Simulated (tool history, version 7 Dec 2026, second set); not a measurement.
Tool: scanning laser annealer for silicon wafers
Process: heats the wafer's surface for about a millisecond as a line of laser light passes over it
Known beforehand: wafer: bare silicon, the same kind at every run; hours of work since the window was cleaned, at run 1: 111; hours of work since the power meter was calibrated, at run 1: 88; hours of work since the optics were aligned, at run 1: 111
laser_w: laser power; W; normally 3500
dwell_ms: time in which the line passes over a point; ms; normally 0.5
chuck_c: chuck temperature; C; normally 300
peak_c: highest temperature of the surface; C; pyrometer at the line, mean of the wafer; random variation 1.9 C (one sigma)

run	day	laser_w	dwell_ms	chuck_c	hours of work since the window was cleaned	hours of work since the power meter was calibrated	hours of work since the optics were aligned	peak_c
1	0	3500	0.5	300	111	88	111	1112
2	0.842	3500	0.5	300	121	98	121	1113
3	1.933	3500	0.5	300	134	111	134	1112
4	3.125	3500	0.5	300	147	125	147	1108
5	4.312	3500	0.5	297	161	139	161	1103
6	5.646	3500	0.5	300	177	154	177	1104
7	6.617	3500	0.5	300	188	166	188	1103
8	8.104	3500	0.5	300	206	183	206	1099
9	9.246	3500	0.593	300	219	196	219	1179
10	10.433	3500	0.593	300	233	210	233	1176
11	11.262	3500	0.5	286	242	220	242	1080
12	12.421	3500	0.5	300	256	233	256	1093
13	13.362	3500	0.5	300	267	244	267	1092
14	14.092	3500	0.5	300	275	253	275	1089
15	14.754	3500	0.5	300	283	260	283	1093
16	15.675	3500	0.5	300	294	271	294	1086
17	16.542	3500	0.5	300	304	281	304	1088
18	17.879	3500	0.5	300	319	297	319	1082
19	18.608	3500	0.5	300	328	305	328	1085
20	19.371	3500	0.5	300	337	314	337	1084
21	20.333	3500	0.391	291	348	325	348	972
22	21.417	3199	0.389	291	361	338	361	890
23	22.467	3346	0.5	273	373	350	373	1002
24	23.433	3838	0.551	319	384	362	384	1241
25	24.433	3500	0.5	320	396	373	396	1092
26	25.592	3027	0.53	300	409	387	409	955
27	26.696	3346	0.532	300	422	400	422	1051
28	27.942	3596	0.407	337	437	414	437	1047
# day 28.779: window over the wafer cleaned
29	29.421	3596	0.407	337	7	430	453	1097
30	30.471	3596	0.407	337	20	443	465	1096
31	31.596	3189	0.5	304	33	456	478	1029
32	32.488	3752	0.528	300	43	466	489	1228
33	33.933	3752	0.528	300	60	483	506	1223
34	34.971	3439	0.46	339	72	495	518	1098
35	36.246	3439	0.46	339	87	510	533	1098
36	37.421	3824	0.413	339	101	524	546	1160
37	38.792	3824	0.413	339	117	540	562	1157
38	39.446	3281	0.5	286	124	547	570	1025
39	40.062	3281	0.5	286	132	555	577	1028
40	40.996	3500	0.584	311	142	565	588	1191

Forecast each of these 4 alternatives for the next run:
A	41.896	3500	0.576	300	153	576	599	?
B	41.896	3022	0.419	299	153	576	599	?
C	41.896	3500	0.584	313	153	576	599	?
D	41.896	3230	0.5	300	153	576	599	?

run	peak_c
A	1169
B	897
C	1191
D	1021
What these runs would have given with no unlogged condition in the tool:
run	peak_c
A	1203
B	920
C	1225
D	1049
